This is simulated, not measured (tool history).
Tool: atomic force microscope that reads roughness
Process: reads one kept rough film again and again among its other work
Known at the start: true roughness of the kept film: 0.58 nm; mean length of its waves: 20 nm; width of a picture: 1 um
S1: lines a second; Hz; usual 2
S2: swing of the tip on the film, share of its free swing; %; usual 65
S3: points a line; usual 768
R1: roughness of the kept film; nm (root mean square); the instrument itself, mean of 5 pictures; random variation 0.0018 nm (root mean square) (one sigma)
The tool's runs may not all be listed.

run	day	S1	S2	S3	R1
1	0	2	65	768	0.535
2	0.525	2	65	768	0.534
3	0.888	2	65	768	0.532
4	1.283	2	66	768	0.532
5	1.596	2	66	768	0.53
6	2.008	2	65	768	0.529
# day 2.254: new tip fitted
7	2.538	2	65	768	0.544
8	2.992	2	65	768	0.544
9	3.371	2	65	768	0.543
10	3.604	2	65	768	0.545
11	3.842	2	65	768	0.542
12	4.258	2	60	768	0.547
13	4.575	2.23	60	768	0.543
14	5.058	2.23	60	768	0.54
15	5.462	2.23	60	768	0.539
16	5.829	2.23	60	768	0.54
17	6.262	2.23	60	421	0.533
18	6.662	2.23	60	421	0.531
19	7.15	2	65	746	0.535
20	7.529	2	65	768	0.534
# day 7.6: height scale calibrated on a step standard
21	8.017	2	65	768	0.53
22	8.375	2	65	768	0.528
# day 8.521: height scale calibrated on a step standard, once more
# day 8.542: new tip fitted
23	8.704	2	65	768	0.545
24	9.067	2	65	768	0.549
25	9.358	2	65	768	0.545
26	9.829	2	65	768	0.546
27	10.171	2	65	768	0.544
28	10.492	2.7	65	490	0.537
29	11.033	2.7	65	490	0.533
30	11.512	2.7	65	490	0.533
31	11.733	0.62	90	768	0.536
32	12.004	0.97	65	474	0.542
33	12.425	0.97	65	474	0.54
34	12.742	0.97	72	474	0.535
35	13.008	0.97	72	474	0.537
36	13.492	2.15	57	256	0.522
37	13.983	2.15	57	256	0.519
38	14.317	2.95	78	436	0.505
# day 14.75: new tip fitted
39	14.792	3.53	69	623	0.53
40	15.312	1.42	83	768	0.535
41	15.825	0.73	65	768	0.554
42	16.129	1.34	57	678	0.55
43	16.542	1.34	57	626	0.548
44	16.925	1.34	57	626	0.547
45	17.238	1.02	74	790	0.543
46	17.629	1.02	74	790	0.543
47	17.929	1.02	74	790	0.539
48	18.204	1.02	74	790	0.539
49	18.508	1.02	74	790	0.537
50	18.946	1.02	74	790	0.534
51	19.446	1.02	74	790	0.535
52	19.738	1.75	86	866	0.513
53	20.188	1.75	86	866	0.513

3 ways to go on from here, each from the tool as it stands after run 53. What would each give?
A	20.696	1.75	86	597	?
B	20.696	2.17	72	258	?
C	20.696	2	73	441	?

run	R1
A	0.513
B	0.508
C	0.518
Without the tool's hidden state the same runs would have given:
run	R1
A	0.53
B	0.524
C	0.535
